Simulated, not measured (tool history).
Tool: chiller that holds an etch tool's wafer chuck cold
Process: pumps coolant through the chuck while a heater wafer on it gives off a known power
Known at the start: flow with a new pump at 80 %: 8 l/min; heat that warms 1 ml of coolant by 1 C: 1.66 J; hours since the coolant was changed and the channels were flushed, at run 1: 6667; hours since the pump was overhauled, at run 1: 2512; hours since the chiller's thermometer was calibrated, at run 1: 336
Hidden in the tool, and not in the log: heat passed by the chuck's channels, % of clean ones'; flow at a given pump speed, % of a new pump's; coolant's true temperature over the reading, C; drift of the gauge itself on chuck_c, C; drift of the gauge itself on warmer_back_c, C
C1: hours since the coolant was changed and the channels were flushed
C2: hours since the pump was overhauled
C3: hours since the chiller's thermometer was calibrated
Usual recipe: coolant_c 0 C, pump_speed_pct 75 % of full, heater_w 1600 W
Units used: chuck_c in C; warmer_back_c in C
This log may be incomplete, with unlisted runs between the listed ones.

run 1 day=0 | coolant_c=0 pump_speed_pct=75 heater_w=1600 | C1=6667 C2=2512 C3=336 | chuck_c=14 warmer_back_c=7.95
run 2 day=1.275 | coolant_c=0 pump_speed_pct=64 heater_w=1600 | C1=6697 C2=2542 C3=367 | chuck_c=15.7 warmer_back_c=9.59
run 3 day=3.683 | coolant_c=0 pump_speed_pct=64 heater_w=1600 | C1=6755 C2=2600 C3=425 | chuck_c=15.9 warmer_back_c=9.57
run 4 day=5.042 | coolant_c=0 pump_speed_pct=64 heater_w=1600 | C1=6788 C2=2633 C3=457 | chuck_c=15.6 warmer_back_c=9.58
run 5 day=7.875 | coolant_c=0 pump_speed_pct=61 heater_w=1600 | C1=6856 C2=2701 C3=525 | chuck_c=16.3 warmer_back_c=10.16
run 6 day=10.308 | coolant_c=0 pump_speed_pct=75 heater_w=1600 | C1=6914 C2=2759 C3=584 | chuck_c=13.7 warmer_back_c=7.97
run 7 day=12.762 | coolant_c=0 pump_speed_pct=75 heater_w=1600 | C1=6973 C2=2818 C3=642 | chuck_c=14.2 warmer_back_c=8
run 8 day=14.012 | coolant_c=0 pump_speed_pct=75 heater_w=1600 | C1=7003 C2=2848 C3=672 | chuck_c=14.1 warmer_back_c=8.09
run 9 day=16.438 | coolant_c=3 pump_speed_pct=75 heater_w=1600 | C1=7061 C2=2906 C3=731 | chuck_c=17.1 warmer_back_c=8.01
run 10 day=18.925 | coolant_c=0 pump_speed_pct=75 heater_w=1600 | C1=7121 C2=2966 C3=790 | chuck_c=14.1 warmer_back_c=7.97
run 11 day=20.55 | coolant_c=0 pump_speed_pct=97 heater_w=1600 | C1=7160 C2=3005 C3=829 | chuck_c=11.5 warmer_back_c=5.99
run 12 day=22.675 | coolant_c=0 pump_speed_pct=97 heater_w=1600 | C1=7211 C2=3056 C3=880 | chuck_c=11.7 warmer_back_c=6.02
run 13 day=25.5 | coolant_c=0 pump_speed_pct=97 heater_w=1600 | C1=7279 C2=3124 C3=948 | chuck_c=11.7 warmer_back_c=6.01
run 14 day=28.358 | coolant_c=0 pump_speed_pct=97 heater_w=1512 | C1=7347 C2=3192 C3=1017 | chuck_c=11.1 warmer_back_c=5.62
run 15 day=29.762 | coolant_c=0 pump_speed_pct=97 heater_w=1512 | C1=7381 C2=3226 C3=1050 | chuck_c=11.2 warmer_back_c=5.73
run 16 day=31.579 | coolant_c=0 pump_speed_pct=97 heater_w=1512 | C1=7425 C2=3270 C3=1094 | chuck_c=11.1 warmer_back_c=5.67
run 17 day=34.188 | coolant_c=2 pump_speed_pct=97 heater_w=1512 | C1=7487 C2=3332 C3=1157 | chuck_c=13.3 warmer_back_c=5.73
run 18 day=36.167 | coolant_c=7 pump_speed_pct=97 heater_w=1658 | C1=7535 C2=3380 C3=1204 | chuck_c=19.3 warmer_back_c=6.24
run 19 day=37.354 | coolant_c=7 pump_speed_pct=97 heater_w=1658 | C1=7563 C2=3408 C3=1233 | chuck_c=19.3 warmer_back_c=6.29
run 20 day=39.421 | coolant_c=-1 pump_speed_pct=63 heater_w=1658 | C1=7613 C2=3458 C3=1282 | chuck_c=15.8 warmer_back_c=10.2
run 21 day=42.2 | coolant_c=7 pump_speed_pct=75 heater_w=1674 | C1=7680 C2=3525 C3=1349 | chuck_c=22.1 warmer_back_c=8.51
run 22 day=44.796 | coolant_c=7 pump_speed_pct=75 heater_w=1674 | C1=7742 C2=3587 C3=1411 | chuck_c=22 warmer_back_c=8.48
run 23 day=46.642 | coolant_c=-9 pump_speed_pct=75 heater_w=1674 | C1=7786 C2=3631 C3=1456 | chuck_c=5.9 warmer_back_c=8.45
run 24 day=49.5 | coolant_c=-4 pump_speed_pct=77 heater_w=1179 | C1=7855 C2=3700 C3=1524 | chuck_c=6.4 warmer_back_c=5.75
run 25 day=52.042 | coolant_c=0 pump_speed_pct=94 heater_w=991 | C1=7916 C2=3761 C3=1585 | chuck_c=7.4 warmer_back_c=3.88
run 26 day=54.125 | coolant_c=0 pump_speed_pct=94 heater_w=991 | C1=7966 C2=3811 C3=1635 | chuck_c=7.5 warmer_back_c=3.91

Some steps in chuck_c, run to run, broken into two amounts with sign: the step expected even without the hidden condition (settings, incoming material, random variation), and the rest, left for the hidden condition together with whatever gauge scatter is not in both the measured and the hidden-condition-free result:
Run 19 -> 20: coolant_c 7 -> -1, pump_speed_pct 97 -> 63. chuck_c -3.5 C: hidden state +0.4, all else -3.9.
Run 20 -> 21: coolant_c -1 -> 7, pump_speed_pct 63 -> 75, heater_w 1658 -> 1674. chuck_c +6.3 C: hidden state -0.1, all else +6.4.
Run 22 -> 23: coolant_c 7 -> -9. chuck_c -16.1 C: hidden state +0, all else -16.1.
Run 23 -> 24: coolant_c -9 -> -4, pump_speed_pct 75 -> 77, heater_w 1674 -> 1179. chuck_c +0.5 C: hidden state -0.5, all else +1.

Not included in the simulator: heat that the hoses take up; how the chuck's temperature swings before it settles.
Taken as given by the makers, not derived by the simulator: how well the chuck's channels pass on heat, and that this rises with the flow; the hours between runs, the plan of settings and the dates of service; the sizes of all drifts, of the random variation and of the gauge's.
